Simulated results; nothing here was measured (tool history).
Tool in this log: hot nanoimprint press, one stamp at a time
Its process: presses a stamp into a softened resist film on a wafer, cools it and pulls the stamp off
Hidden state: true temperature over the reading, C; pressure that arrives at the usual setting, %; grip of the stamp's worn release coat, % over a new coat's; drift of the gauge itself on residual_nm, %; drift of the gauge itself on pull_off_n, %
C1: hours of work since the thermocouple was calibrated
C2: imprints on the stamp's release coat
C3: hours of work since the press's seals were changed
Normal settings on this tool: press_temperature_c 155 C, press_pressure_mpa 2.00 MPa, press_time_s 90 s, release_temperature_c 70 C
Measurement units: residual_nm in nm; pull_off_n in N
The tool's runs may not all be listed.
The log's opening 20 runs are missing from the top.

run 21 hour=296.4 | press_temperature_c=155 press_pressure_mpa=2.11 press_time_s=87 release_temperature_c=70 | C1=190 C2=1415 C3=356 | residual_nm=191.0 pull_off_n=279
run 22 hour=307.7 | press_temperature_c=155 press_pressure_mpa=2.00 press_time_s=90 release_temperature_c=59 | C1=198 C2=1460 C3=363 | residual_nm=197.0 pull_off_n=310
run 23 hour=318.6 | press_temperature_c=164 press_pressure_mpa=2.63 press_time_s=90 release_temperature_c=70 | C1=205 C2=1505 C3=371 | residual_nm=126.9 pull_off_n=297
run 24 hour=338.3 | press_temperature_c=149 press_pressure_mpa=2.00 press_time_s=45 release_temperature_c=59 | C1=218 C2=1584 C3=384 | residual_nm=277.0 pull_off_n=329
run 25 hour=357.8 | press_temperature_c=145 press_pressure_mpa=2.00 press_time_s=75 release_temperature_c=70 | C1=231 C2=1663 C3=396 | residual_nm=274.1 pull_off_n=303
run 26 hour=370.8 | press_temperature_c=144 press_pressure_mpa=2.00 press_time_s=90 release_temperature_c=75 | C1=239 C2=1716 C3=405 | residual_nm=270.1 pull_off_n=285
run 27 hour=381.0 | press_temperature_c=144 press_pressure_mpa=1.83 press_time_s=90 release_temperature_c=70 | C1=246 C2=1757 C3=412 | residual_nm=274.9 pull_off_n=310
run 28 hour=394.1 | press_temperature_c=144 press_pressure_mpa=1.83 press_time_s=90 release_temperature_c=70 | C1=255 C2=1810 C3=420 | residual_nm=275.5 pull_off_n=311
run 29 hour=405.8 | press_temperature_c=144 press_pressure_mpa=1.83 press_time_s=90 release_temperature_c=70 | C1=263 C2=1857 C3=428 | residual_nm=276.2 pull_off_n=310
run 30 hour=417.5 | press_temperature_c=144 press_pressure_mpa=1.83 press_time_s=90 release_temperature_c=70 | C1=270 C2=1905 C3=436 | residual_nm=274.5 pull_off_n=319

Run 31 has not been measured yet. What should we expect?
run 31 hour=436.1 | press_temperature_c=162 press_pressure_mpa=2.25 press_time_s=90 release_temperature_c=67 | C1=283 C2=1980 C3=448 | residual_nm=? pull_off_n=?

{"run 31": {"residual_nm": 147.6, "pull_off_n": 335}}
With no hidden state in the tool, this same run would have given residual_nm 141.8 nm, pull_off_n 194 N.
